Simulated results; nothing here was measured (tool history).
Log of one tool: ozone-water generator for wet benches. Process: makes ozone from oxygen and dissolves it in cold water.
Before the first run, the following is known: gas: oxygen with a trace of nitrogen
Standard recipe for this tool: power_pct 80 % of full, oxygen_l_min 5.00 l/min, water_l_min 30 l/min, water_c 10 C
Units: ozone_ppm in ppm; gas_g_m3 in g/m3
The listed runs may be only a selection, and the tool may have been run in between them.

run 1 hour=0.0 | power_pct=80 oxygen_l_min=5.00 water_l_min=30 water_c=10 | ozone_ppm=14.9 gas_g_m3=154.4
run 2 hour=48.5 | power_pct=80 oxygen_l_min=5.00 water_l_min=30 water_c=10 | ozone_ppm=14.6 gas_g_m3=154.8
run 3 hour=80.3 | power_pct=80 oxygen_l_min=5.19 water_l_min=30 water_c=10 | ozone_ppm=14.9 gas_g_m3=152.5
run 4 hour=138.1 | power_pct=80 oxygen_l_min=5.00 water_l_min=40 water_c=10 | ozone_ppm=10.8 gas_g_m3=154.7
run 5 hour=170.7 | power_pct=80 oxygen_l_min=5.00 water_l_min=40 water_c=10 | ozone_ppm=10.8 gas_g_m3=154.9
run 6 hour=204.4 | power_pct=80 oxygen_l_min=5.00 water_l_min=40 water_c=10 | ozone_ppm=10.9 gas_g_m3=154.1
run 7 hour=255.9 | power_pct=80 oxygen_l_min=5.00 water_l_min=20 water_c=12 | ozone_ppm=20.8 gas_g_m3=154.2

Run 8 is up next; what results do you expect?
run 8 hour=288.4 | power_pct=80 oxygen_l_min=5.55 water_l_min=20 water_c=17 | ozone_ppm=? gas_g_m3=?

{"run 8": {"ozone_ppm": 19.3, "gas_g_m3": 145.9}}
On a tool with no hidden condition, and with the same random variation, this run would have come out at ozone_ppm 20.3 ppm, gas_g_m3 152.8 g/m3.
